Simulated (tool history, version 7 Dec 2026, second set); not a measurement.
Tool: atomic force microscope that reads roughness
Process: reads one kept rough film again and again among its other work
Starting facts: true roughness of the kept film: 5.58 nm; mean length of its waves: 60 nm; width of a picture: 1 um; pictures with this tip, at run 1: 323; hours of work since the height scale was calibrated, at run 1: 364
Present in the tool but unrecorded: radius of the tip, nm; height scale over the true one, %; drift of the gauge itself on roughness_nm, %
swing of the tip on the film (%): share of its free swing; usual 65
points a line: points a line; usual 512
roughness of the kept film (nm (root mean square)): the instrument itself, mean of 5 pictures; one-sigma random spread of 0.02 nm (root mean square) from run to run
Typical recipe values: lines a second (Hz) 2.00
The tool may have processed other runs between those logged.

| run | hour | lines a second (Hz) | swing of the tip on the film (%) | points a line | pictures with this tip | hours of work since the height scale was calibrated | roughness of the kept film (nm (root mean square)) |
|---|---|---|---|---|---|---|---|
| 1 | 0.0 | 2.00 | 65 | 512 | 323 | 364 | 4.299 |
|  | 5.5 | new tip fitted |
| 2 | 15.4 | 2.00 | 65 | 512 | 11 | 372 | 4.707 |
| 3 | 27.4 | 0.60 | 65 | 512 | 24 | 378 | 5.026 |
| 4 | 41.9 | 0.60 | 65 | 512 | 40 | 386 | 5.006 |
| 5 | 60.2 | 0.60 | 65 | 512 | 60 | 396 | 4.961 |
| 6 | 81.0 | 0.60 | 65 | 512 | 82 | 407 | 4.897 |
| 7 | 101.7 | 0.60 | 65 | 512 | 105 | 419 | 4.896 |
| 8 | 111.7 | 0.60 | 65 | 512 | 116 | 424 | 4.847 |
| 9 | 132.5 | 2.00 | 65 | 512 | 139 | 435 | 4.526 |
| 10 | 149.2 | 1.12 | 65 | 512 | 157 | 444 | 4.703 |
| 11 | 160.9 | 3.67 | 69 | 517 | 170 | 451 | 3.978 |
| 12 | 178.8 | 2.62 | 80 | 512 | 189 | 461 | 3.792 |
| 13 | 188.8 | 2.00 | 76 | 973 | 200 | 466 | 4.124 |
| 14 | 208.6 | 2.25 | 89 | 686 | 222 | 477 | 3.454 |
| 15 | 220.5 | 2.25 | 89 | 686 | 235 | 483 | 3.442 |
| 16 | 230.0 | 2.97 | 81 | 789 | 245 | 488 | 3.533 |
| 17 | 250.6 | 0.64 | 69 | 582 | 267 | 500 | 4.571 |
| 18 | 260.7 | 2.91 | 79 | 266 | 278 | 505 | 3.585 |

Alternative continuations, all from the tool just after run 18; predict every row:
| A | 277.0 | 2.70 | 66 | 325 | 296 | 514 | ? |
| B | 277.0 | 2.91 | 85 | 411 | 296 | 514 | ? |
| C | 277.0 | 1.60 | 57 | 316 | 296 | 514 | ? |
| D | 277.0 | 2.91 | 62 | 587 | 296 | 514 | ? |
| E | 277.0 | 1.90 | 59 | 459 | 296 | 514 | ? |

| run | roughness of the kept film (nm (root mean square)) |
|---|---|
| A | 4.122 |
| B | 3.327 |
| C | 4.520 |
| D | 4.220 |
| E | 4.491 |
Without the tool's hidden state the same runs would have given:
| run | roughness of the kept film (nm (root mean square)) |
|---|---|
| A | 4.570 |
| B | 3.688 |
| C | 5.012 |
| D | 4.679 |
| E | 4.979 |
